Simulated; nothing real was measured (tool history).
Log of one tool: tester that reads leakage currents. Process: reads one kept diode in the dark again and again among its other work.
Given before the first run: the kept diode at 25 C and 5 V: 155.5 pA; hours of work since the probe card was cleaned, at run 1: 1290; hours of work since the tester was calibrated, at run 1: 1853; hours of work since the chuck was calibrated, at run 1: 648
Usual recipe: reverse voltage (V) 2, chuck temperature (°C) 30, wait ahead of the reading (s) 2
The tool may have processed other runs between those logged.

run,day,reverse voltage (V),chuck temperature (°C),wait ahead of the reading (s),hours of work since the probe card was cleaned,hours of work since the tester was calibrated,hours of work since the chuck was calibrated,current that the tester gives (pA)
1,0,2,30,2,1290,1853,648,172.88
# day 6.988: probe card cleaned and baked
2,7.858,2,30,2,14,1974,770,173.82
3,15.242,2,30,2,130,2091,886,173.17
4,20.5,2,30,2,213,2174,969,173.91
5,26.046,2,30,2,300,2261,1057,173.27
6,34.242,2,30,2,429,2390,1186,173.75
# day 38.508: chuck's temperature calibrated
7,39.45,2,30,2,510,2471,15,173.51
8,44.275,2,30,2,586,2547,91,173.68
9,50,2.65,39,2,676,2637,181,412.02
10,56.921,2.18,39,0.57,785,2746,290,383.63
11,65.467,11.46,30,2,920,2881,425,329
12,74.5,2,32,0.46,1062,3023,567,207.08
13,79.929,2,32,0.46,1148,3109,653,207.73
14,86.754,2,47,2,1255,3216,760,704.58
15,91.742,9.47,25,2,1334,3295,839,198.47

Forecast each of these 4 alternatives for the next run:
A,95.512,2,28,1.95,1393,3354,898,?
B,95.512,9.47,46,2,1393,3354,898,?
C,95.512,2,39,3.47,1393,3354,898,?
D,95.512,2,48,7.2,1393,3354,898,?

run,current that the tester gives (pA)
A,145.91
B,1140.12
C,368.97
D,759.34
With the hidden condition removed and each run's random variation left untouched, the same runs would have given:
run,current that the tester gives (pA)
A,146.1
B,1141.57
C,369.5
D,760.42
